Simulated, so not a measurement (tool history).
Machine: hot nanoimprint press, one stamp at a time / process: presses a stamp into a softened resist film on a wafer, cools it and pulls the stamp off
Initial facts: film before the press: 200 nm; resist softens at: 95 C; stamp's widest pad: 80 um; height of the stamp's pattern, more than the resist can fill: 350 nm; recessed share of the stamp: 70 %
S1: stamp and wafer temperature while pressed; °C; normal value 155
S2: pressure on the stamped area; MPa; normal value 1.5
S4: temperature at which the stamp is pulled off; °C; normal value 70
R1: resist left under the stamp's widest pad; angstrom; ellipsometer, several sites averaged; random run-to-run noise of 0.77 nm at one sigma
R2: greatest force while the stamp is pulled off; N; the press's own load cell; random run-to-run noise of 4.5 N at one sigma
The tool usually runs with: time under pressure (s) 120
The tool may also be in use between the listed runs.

{"run": 1, "day": 0.0, "S1": 155, "S2": 1.5, "time under pressure (s)": 120, "S4": 70, "R1": 960, "R2": 232}
{"run": 2, "day": 2.762, "S1": 155, "S2": 1.5, "time under pressure (s)": 120, "S4": 70, "R1": 947, "R2": 242}
{"run": 3, "day": 5.5, "S1": 155, "S2": 1.5, "time under pressure (s)": 120, "S4": 70, "R1": 950, "R2": 275}
{"day": 6.175, "done": "stamp cleaned and given a new release coat"}
{"run": 4, "day": 8.146, "S1": 155, "S2": 1.5, "time under pressure (s)": 120, "S4": 70, "R1": 933, "R2": 223}
{"run": 5, "day": 10.133, "S1": 155, "S2": 1.5, "time under pressure (s)": 120, "S4": 70, "R1": 939, "R2": 240}
{"run": 6, "day": 12.0, "S1": 155, "S2": 1.5, "time under pressure (s)": 120, "S4": 70, "R1": 932, "R2": 246}
{"day": 14.725, "done": "stamp cleaned and given a new release coat"}
{"run": 7, "day": 15.521, "S1": 155, "S2": 1.5, "time under pressure (s)": 120, "S4": 70, "R1": 918, "R2": 216}
{"run": 8, "day": 18.608, "S1": 155, "S2": 2.39, "time under pressure (s)": 120, "S4": 70, "R1": 753, "R2": 233}
{"run": 9, "day": 20.667, "S1": 155, "S2": 2.39, "time under pressure (s)": 120, "S4": 70, "R1": 750, "R2": 259}
{"day": 23.308, "done": "stamp cleaned and given a new release coat"}
{"run": 10, "day": 24.175, "S1": 155, "S2": 2.39, "time under pressure (s)": 100, "S4": 70, "R1": 791, "R2": 217}
{"run": 11, "day": 26.088, "S1": 155, "S2": 2.39, "time under pressure (s)": 100, "S4": 70, "R1": 776, "R2": 235}
{"run": 12, "day": 29.138, "S1": 155, "S2": 2.39, "time under pressure (s)": 100, "S4": 70, "R1": 776, "R2": 252}
{"day": 31.804, "done": "stamp cleaned and given a new release coat"}
{"run": 13, "day": 32.354, "S1": 155, "S2": 2.39, "time under pressure (s)": 100, "S4": 70, "R1": 764, "R2": 217}
{"run": 14, "day": 34.392, "S1": 155, "S2": 2.39, "time under pressure (s)": 100, "S4": 70, "R1": 770, "R2": 221}
{"run": 15, "day": 36.917, "S1": 147, "S2": 1.5, "time under pressure (s)": 120, "S4": 70, "R1": 1360, "R2": 236}
{"run": 16, "day": 39.358, "S1": 147, "S2": 1.99, "time under pressure (s)": 120, "S4": 70, "R1": 1243, "R2": 262}
{"day": 40.379, "done": "stamp cleaned and given a new release coat"}
{"day": 41.012, "done": "press's hydraulic seals changed and the load cell set to zero"}
{"run": 17, "day": 41.325, "S1": 155, "S2": 1.05, "time under pressure (s)": 171, "S4": 71, "R1": 873, "R2": 212}
{"day": 42.704, "done": "plate thermocouple calibrated"}
{"run": 18, "day": 43.121, "S1": 155, "S2": 1.5, "time under pressure (s)": 120, "S4": 73, "R1": 757, "R2": 209}
{"run": 19, "day": 46.417, "S1": 166, "S2": 1.25, "time under pressure (s)": 120, "S4": 70, "R1": 436, "R2": 237}
{"run": 20, "day": 48.612, "S1": 166, "S2": 1.25, "time under pressure (s)": 120, "S4": 57, "R1": 425, "R2": 301}
{"day": 49.488, "done": "stamp cleaned and given a new release coat"}
{"run": 21, "day": 50.829, "S1": 155, "S2": 1.83, "time under pressure (s)": 120, "S4": 57, "R1": 698, "R2": 254}
{"run": 22, "day": 53.467, "S1": 155, "S2": 1.01, "time under pressure (s)": 120, "S4": 74, "R1": 900, "R2": 208}
{"day": 54.983, "done": "plate thermocouple calibrated, once more"}
{"run": 23, "day": 56.646, "S1": 155, "S2": 1.01, "time under pressure (s)": 120, "S4": 74, "R1": 1155, "R2": 248}
{"day": 58.338, "done": "stamp cleaned and given a new release coat"}
{"run": 24, "day": 59.225, "S1": 155, "S2": 1.5, "time under pressure (s)": 119, "S4": 70, "R1": 975, "R2": 216}
{"run": 25, "day": 61.154, "S1": 155, "S2": 1.5, "time under pressure (s)": 119, "S4": 70, "R1": 972, "R2": 234}
{"run": 26, "day": 62.475, "S1": 155, "S2": 1.5, "time under pressure (s)": 119, "S4": 70, "R1": 971, "R2": 253}
{"run": 27, "day": 65.079, "S1": 155, "S2": 1.5, "time under pressure (s)": 119, "S4": 70, "R1": 978, "R2": 258}
{"day": 66.938, "done": "stamp cleaned and given a new release coat"}
{"run": 28, "day": 67.5, "S1": 158, "S2": 1.2, "time under pressure (s)": 120, "S4": 70, "R1": 891, "R2": 222}
{"run": 29, "day": 68.95, "S1": 163, "S2": 1.27, "time under pressure (s)": 132, "S4": 70, "R1": 631, "R2": 223}

Measured result minus the same run's result without the hidden state. Both carry the same run-to-run variation, though not necessarily the same gauge scatter:
Hidden conditions of the tool in this case: true temperature over the reading, C; pressure that arrives at the usual setting, %; grip of the stamp's worn release coat, % over a new coat's; drift of the gauge itself on residual_nm, %; drift of the gauge itself on pull_off_n, %.
run=1 R1=-17 R2=+14
run=2 R1=-23 R2=+30
run=3 R1=-31 R2=+50
run=4 R1=-36 R2=+9
run=5 R1=-41 R2=+22
run=6 R1=-45 R2=+32
run=7 R1=-52 R2=+1
run=8 R1=-42 R2=+19
run=9 R1=-46 R2=+33
run=10 R1=-54 R2=+0
run=11 R1=-57 R2=+12
run=12 R1=-62 R2=+31
run=13 R1=-67 R2=-3
run=14 R1=-71 R2=+9
run=15 R1=-112 R2=+24
run=16 R1=-117 R2=+41
run=17 R1=-128 R2=-4
run=18 R1=-206 R2=+1
run=19 R1=-117 R2=+20
run=20 R1=-119 R2=+43
run=21 R1=-209 R2=-5
run=22 R1=-248 R2=+8
run=23 R1=+7 R2=+43
run=24 R1=+5 R2=+5
run=25 R1=+1 R2=+17
run=26 R1=-2 R2=+26
run=27 R1=-9 R2=+41
run=28 R1=-14 R2=+2
run=29 R1=-12 R2=+11
